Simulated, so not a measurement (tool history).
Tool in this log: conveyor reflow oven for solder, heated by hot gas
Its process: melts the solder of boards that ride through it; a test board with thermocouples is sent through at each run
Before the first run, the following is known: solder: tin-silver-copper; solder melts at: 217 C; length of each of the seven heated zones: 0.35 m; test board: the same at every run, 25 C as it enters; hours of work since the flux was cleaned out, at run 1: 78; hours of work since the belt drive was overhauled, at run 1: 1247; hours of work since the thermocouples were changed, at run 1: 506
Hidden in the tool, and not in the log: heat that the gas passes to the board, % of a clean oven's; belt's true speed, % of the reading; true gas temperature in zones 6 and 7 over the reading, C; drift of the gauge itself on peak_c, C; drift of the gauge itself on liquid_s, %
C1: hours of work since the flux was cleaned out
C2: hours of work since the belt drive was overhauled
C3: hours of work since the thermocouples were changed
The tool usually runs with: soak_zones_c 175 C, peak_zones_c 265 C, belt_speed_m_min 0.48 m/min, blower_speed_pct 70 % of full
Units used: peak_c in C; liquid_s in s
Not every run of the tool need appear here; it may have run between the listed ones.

run 1 day=0 | soak_zones_c=175 peak_zones_c=265 belt_speed_m_min=0.48 blower_speed_pct=70 | C1=78 C2=1247 C3=506 | peak_c=249 liquid_s=64
-- day=1.975 belt drive overhauled, speed set with a stopwatch
run 2 day=2.35 | soak_zones_c=175 peak_zones_c=265 belt_speed_m_min=0.48 blower_speed_pct=70 | C1=114 C2=6 C3=543 | peak_c=248.4 liquid_s=61.4
-- day=5.35 flux residue cleaned out of gas plates and filters
run 3 day=5.883 | soak_zones_c=183 peak_zones_c=265 belt_speed_m_min=0.48 blower_speed_pct=70 | C1=9 C2=62 C3=599 | peak_c=250.7 liquid_s=67.7
run 4 day=8.208 | soak_zones_c=183 peak_zones_c=265 belt_speed_m_min=0.48 blower_speed_pct=70 | C1=48 C2=101 C3=638 | peak_c=250.8 liquid_s=67.3
-- day=9.529 thermocouples of zones 6 and 7 changed
run 5 day=12.321 | soak_zones_c=183 peak_zones_c=265 belt_speed_m_min=0.48 blower_speed_pct=70 | C1=115 C2=168 C3=47 | peak_c=249.1 liquid_s=66.1
-- day=15.146 flux residue cleaned out of gas plates and filters
run 6 day=16.288 | soak_zones_c=183 peak_zones_c=265 belt_speed_m_min=0.48 blower_speed_pct=70 | C1=19 C2=231 C3=110 | peak_c=250.3 liquid_s=67.8
run 7 day=20.112 | soak_zones_c=184 peak_zones_c=265 belt_speed_m_min=0.48 blower_speed_pct=70 | C1=83 C2=295 C3=174 | peak_c=249.5 liquid_s=68.3
run 8 day=23.021 | soak_zones_c=184 peak_zones_c=265 belt_speed_m_min=0.48 blower_speed_pct=70 | C1=132 C2=344 C3=222 | peak_c=249.7 liquid_s=67.4
-- day=24.921 flux residue cleaned out of gas plates and filters
run 9 day=26.842 | soak_zones_c=184 peak_zones_c=265 belt_speed_m_min=0.48 blower_speed_pct=70 | C1=32 C2=404 C3=283 | peak_c=250.7 liquid_s=68.2
run 10 day=30.225 | soak_zones_c=184 peak_zones_c=265 belt_speed_m_min=0.48 blower_speed_pct=70 | C1=89 C2=461 C3=339 | peak_c=250.1 liquid_s=68
run 11 day=32.825 | soak_zones_c=184 peak_zones_c=262 belt_speed_m_min=0.48 blower_speed_pct=70 | C1=132 C2=504 C3=383 | peak_c=247.5 liquid_s=65.9
-- day=34.462 flux residue cleaned out of gas plates and filters
run 12 day=34.679 | soak_zones_c=184 peak_zones_c=262 belt_speed_m_min=0.48 blower_speed_pct=70 | C1=4 C2=532 C3=410 | peak_c=248.6 liquid_s=67.4
run 13 day=38.325 | soak_zones_c=184 peak_zones_c=262 belt_speed_m_min=0.414 blower_speed_pct=70 | C1=65 C2=593 C3=471 | peak_c=252.5 liquid_s=82.8
run 14 day=40.938 | soak_zones_c=184 peak_zones_c=262 belt_speed_m_min=0.414 blower_speed_pct=70 | C1=108 C2=637 C3=515 | peak_c=252.4 liquid_s=83
run 15 day=43.05 | soak_zones_c=184 peak_zones_c=262 belt_speed_m_min=0.464 blower_speed_pct=51 | C1=144 C2=672 C3=550 | peak_c=244.6 liquid_s=63.3
-- day=44.25 flux residue cleaned out of gas plates and filters
run 16 day=45.133 | soak_zones_c=173 peak_zones_c=262 belt_speed_m_min=0.558 blower_speed_pct=71 | C1=15 C2=703 C3=582 | peak_c=242.3 liquid_s=46.3
run 17 day=48.629 | soak_zones_c=175 peak_zones_c=269 belt_speed_m_min=0.48 blower_speed_pct=81 | C1=73 C2=762 C3=640 | peak_c=255.5 liquid_s=69.3
-- day=49.758 thermocouples of zones 6 and 7 changed
run 18 day=52.246 | soak_zones_c=174 peak_zones_c=267 belt_speed_m_min=0.48 blower_speed_pct=70 | C1=132 C2=821 C3=42 | peak_c=249 liquid_s=63.1
-- day=54.004 flux residue cleaned out of gas plates and filters
run 19 day=55.825 | soak_zones_c=173 peak_zones_c=273 belt_speed_m_min=0.555 blower_speed_pct=70 | C1=30 C2=877 C3=98 | peak_c=249.4 liquid_s=53
run 20 day=59.312 | soak_zones_c=173 peak_zones_c=273 belt_speed_m_min=0.417 blower_speed_pct=57 | C1=89 C2=936 C3=156 | peak_c=256.4 liquid_s=79.1
run 21 day=62.479 | soak_zones_c=173 peak_zones_c=273 belt_speed_m_min=0.417 blower_speed_pct=57 | C1=142 C2=989 C3=209 | peak_c=255.7 liquid_s=78.5
-- day=63.646 flux residue cleaned out of gas plates and filters
run 22 day=66.429 | soak_zones_c=175 peak_zones_c=265 belt_speed_m_min=0.383 blower_speed_pct=66 | C1=47 C2=1051 C3=272 | peak_c=254.2 liquid_s=88
run 23 day=69.1 | soak_zones_c=167 peak_zones_c=278 belt_speed_m_min=0.484 blower_speed_pct=59 | C1=91 C2=1096 C3=317 | peak_c=254.5 liquid_s=63.7

5 ways to go on from here, each from the tool as it stands after run 23. What would each give?
run A day=71.208 | soak_zones_c=167 peak_zones_c=257 belt_speed_m_min=0.48 blower_speed_pct=56 | C1=127 C2=1131 C3=352 | peak_c=? liquid_s=?
run B day=71.208 | soak_zones_c=175 peak_zones_c=279 belt_speed_m_min=0.449 blower_speed_pct=63 | C1=127 C2=1131 C3=352 | peak_c=? liquid_s=?
run C day=71.208 | soak_zones_c=165 peak_zones_c=278 belt_speed_m_min=0.405 blower_speed_pct=86 | C1=127 C2=1131 C3=352 | peak_c=? liquid_s=?
run D day=71.208 | soak_zones_c=167 peak_zones_c=264 belt_speed_m_min=0.381 blower_speed_pct=59 | C1=127 C2=1131 C3=352 | peak_c=? liquid_s=?
run E day=71.208 | soak_zones_c=175 peak_zones_c=258 belt_speed_m_min=0.48 blower_speed_pct=54 | C1=127 C2=1131 C3=352 | peak_c=? liquid_s=?

run=A peak_c=236.5 liquid_s=44.6
run=B peak_c=261.1 liquid_s=78.4
run=C peak_c=266.8 liquid_s=88.3
run=D peak_c=250.8 liquid_s=80.7
run=E peak_c=238.8 liquid_s=50.1
Had the tool no hidden state, the same runs would have come out as:
run=A peak_c=236.1 liquid_s=43.4
run=B peak_c=260.7 liquid_s=76.7
run=C peak_c=266.5 liquid_s=86.5
run=D peak_c=250.3 liquid_s=78.8
run=E peak_c=238.4 liquid_s=48.8

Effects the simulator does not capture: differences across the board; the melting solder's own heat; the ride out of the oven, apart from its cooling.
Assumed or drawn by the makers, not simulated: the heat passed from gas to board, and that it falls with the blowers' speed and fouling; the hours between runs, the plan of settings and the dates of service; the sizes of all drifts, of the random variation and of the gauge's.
